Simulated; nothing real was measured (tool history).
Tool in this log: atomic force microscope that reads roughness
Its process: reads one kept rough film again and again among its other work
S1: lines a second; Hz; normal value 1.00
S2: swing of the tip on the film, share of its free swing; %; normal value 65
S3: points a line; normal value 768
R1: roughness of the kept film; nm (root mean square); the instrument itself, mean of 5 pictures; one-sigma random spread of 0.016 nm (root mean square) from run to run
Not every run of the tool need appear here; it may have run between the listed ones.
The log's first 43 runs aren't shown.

run	hour	S1	S2	S3	R1
# hour 1328.6: new tip fitted
44	1350.9	3.13	65	551	3.265
45	1382.2	1.34	89	258	2.599
46	1411.6	3.73	89	258	1.912
47	1432.8	1.20	77	416	2.357
# hour 1440.8: new tip fitted
48	1457.0	0.96	65	768	3.556
49	1499.7	1.00	62	768	2.944
50	1540.1	1.64	62	768	2.516
# hour 1555.2: new tip fitted
51	1582.7	1.00	78	306	3.199
52	1608.7	1.00	78	306	2.834

4 options for the next run, each taken on its own from the tool as it stands now. Forecast them:
A	1644.8	1.00	78	368	?
B	1644.8	1.47	67	306	?
C	1644.8	1.00	73	474	?
D	1644.8	2.88	82	907	?

run	R1
A	2.442
B	2.469
C	2.505
D	2.145
Stripped of hidden state, with their random variation kept, the same runs would have yielded:
run	R1
A	3.744
B	3.787
C	3.839
D	3.290

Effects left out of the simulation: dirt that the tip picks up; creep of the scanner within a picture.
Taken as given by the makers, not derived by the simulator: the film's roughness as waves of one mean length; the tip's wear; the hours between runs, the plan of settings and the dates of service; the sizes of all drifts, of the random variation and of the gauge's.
